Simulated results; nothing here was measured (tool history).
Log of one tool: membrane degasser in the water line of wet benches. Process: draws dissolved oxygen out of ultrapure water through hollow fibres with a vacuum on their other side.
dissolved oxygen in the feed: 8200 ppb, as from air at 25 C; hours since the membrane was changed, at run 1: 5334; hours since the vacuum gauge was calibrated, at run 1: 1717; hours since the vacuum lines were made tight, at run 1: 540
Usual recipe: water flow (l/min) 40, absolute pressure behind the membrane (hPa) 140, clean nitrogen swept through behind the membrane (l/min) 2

run	day	water flow (l/min)	absolute pressure behind the membrane (hPa)	clean nitrogen swept through behind the membrane (l/min)	hours since the membrane was changed	hours since the vacuum gauge was calibrated	hours since the vacuum lines were made tight	dissolved oxygen in the water behind the degasser (ppb)	pressure that the water loses in the fibres (hPa)
1	0	40	140	2	5334	1717	540	463.1	688.6
2	7.879	40	140	2	5523	1906	729	462.4	686.5
3	14.804	40	334	2	5689	2072	895	1183.9	682.8
4	22.108	40	334	2	5864	2247	1071	1180.3	693.2
5	28.833	40	334	2	6026	2409	1232	1179.6	687.2
6	35.533	40	334	2	6187	2570	1393	1181.4	692.3
7	42.679	40	334	2	6358	2741	1564	1174.3	688.2
8	46.808	40	140	5.07	6457	2840	1663	205.5	688.3
9	52.1	40	140	5.07	6584	2967	1790	205.9	691.6
10	59.462	40	159	2	6761	3144	1967	540.7	691.9
11	65.938	40	163	2	6916	3299	2123	557.8	693.4
12	74.262	40	178	2	7116	3499	2322	617.2	688.1
13	78.988	40	178	2	7230	3613	2436	617.8	693.8
# day 79.688: vacuum gauge calibrated
14	87.242	40	140	2	7427	181	2633	467.9	689
15	94.45	40	250	2	7600	354	2806	887.5	689
16	99.746	40	140	2	7727	481	2934	468	692.3
17	104.246	40	101	1.78	7835	589	3042	338.2	697.2
18	107.746	24	123	5.42	7919	673	3126	99.8	418.4
19	111.604	24	123	5.42	8012	766	3218	100.5	419
# day 112.571: vacuum gauge calibrated, once more
20	117.704	24	123	5.42	8158	123	3364	98.9	415.3
21	122.458	24	123	5.42	8272	237	3478	99	411.5
22	126.388	58	271	3.43	8366	332	3572	846.1	1001.9
23	134.304	58	271	3.43	8556	522	3762	846.8	1006.8
24	141.512	58	271	3.43	8729	695	3935	848.2	1011.6
25	149.758	40	133	1.44	8927	892	4133	570.4	695.2
26	154.812	40	140	1.13	9048	1014	4255	730	696.5
27	161.025	40	130	2	9197	1163	4404	424.3	692.4
28	167.288	40	130	2	9348	1313	4554	423.1	696.6
29	175.262	50	182	2	9539	1505	4745	758.3	870.2
30	183.425	33	314	2	9735	1701	4941	955.8	570.8
31	189.704	36	314	2	9886	1851	5092	1023.4	626.9
32	195.167	36	314	2	10017	1982	5223	1022.2	623.5

Below, each run's measurement less what the same run would have read without the hidden state. Both values contain the same run-to-run variation, but the gauge's scatter may not be the same in both:
Hidden state present: membrane still open, %; true pressure behind the membrane over the reading, kPa; air that leaks in behind the membrane, l/min; drift of the gauge itself on oxygen_ppb, %; drift of the gauge itself on loss_of_pressure_kpa, %.
run	dissolved oxygen in the water behind the degasser (ppb)	pressure that the water loses in the fibres (hPa)
1	+2.6	+10.8
2	+2.7	+11.3
3	+3.2	+11.5
4	+3.5	+12
5	+3.7	+12.2
6	+4	+12.6
7	+4.2	+12.9
8	+2.1	+13.1
9	+2.2	+13.4
10	+3.9	+13.7
11	+4.1	+14
12	+4.4	+14.3
13	+4.5	+14.6
14	+5.4	+15
15	+6.2	+15.3
16	+5.6	+15.6
17	+5.8	+15.9
18	+1.9	+9.6
19	+2	+9.7
20	+0.9	+9.9
21	+0.9	+10
22	+3.5	+24.4
23	+3.7	+24.9
24	+4	+25.6
25	+1.9	+18.1
26	+1.6	+18.4
27	+2.3	+18.6
28	+2.5	+19
29	+3.6	+24.2
30	+6.6	+16.2
31	+6.6	+18
32	+6.8	+18.1
